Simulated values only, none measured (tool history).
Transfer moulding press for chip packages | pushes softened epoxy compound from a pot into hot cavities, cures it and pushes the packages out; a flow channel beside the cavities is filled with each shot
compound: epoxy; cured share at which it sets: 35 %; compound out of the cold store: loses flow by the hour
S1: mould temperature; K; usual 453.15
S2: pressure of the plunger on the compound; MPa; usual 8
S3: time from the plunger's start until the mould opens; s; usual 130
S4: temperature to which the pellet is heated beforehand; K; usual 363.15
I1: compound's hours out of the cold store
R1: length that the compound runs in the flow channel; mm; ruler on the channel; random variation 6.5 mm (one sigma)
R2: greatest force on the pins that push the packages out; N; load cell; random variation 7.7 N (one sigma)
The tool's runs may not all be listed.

run	hour	S1	S2	S3	S4	I1	R1	R2
1	0	453.15	8	130	363.15	47.9	709	537
2	9.9	446.15	8	130	363.15	15.6	895	910
# hour 14.9: cavities cleaned with cleaning compound and waxed
3	16.6	446.15	8	130	363.15	19.7	861	519
4	22	446.15	8	130	363.15	33.9	787	537
5	33	453.15	8	130	363.15	12.9	866	424
6	42.9	453.15	8	130	363.15	12.4	873	510
7	51.2	453.15	8	130	363.15	26.2	797	520
8	62.4	445.15	8	130	363.15	36.1	768	816
9	72	445.15	8	130	363.15	17.3	863	980
# hour 78.4: cavities cleaned with cleaning compound and waxed
10	79.8	453.15	6.61	130	363.15	26.7	719	342
11	86.8	460.15	7.53	120	363.15	41.5	688	348
12	97	460.15	7.53	120	363.15	43.8	668	392
13	108.2	460.15	7.53	130	365.15	9.1	833	438
14	118.2	458.15	8	134	363.15	43.1	695	493
15	127.9	450.15	8	134	356.15	17.5	831	622
16	134.7	450.15	7.59	134	355.15	22	801	622
# hour 142.1: cavities cleaned with cleaning compound and waxed
17	144.5	453.15	8	165	370.15	37.6	728	300
18	150.1	448.15	8	163	363.15	38.2	757	357

The next listed run, before its measurement:
19	161.7	448.15	8	163	363.15	47.1	?	?

Run 19 gave R1 696 mm, R2 431 N.
Without the tool's hidden state the same run would have given R1 734 mm, R2 312 N.
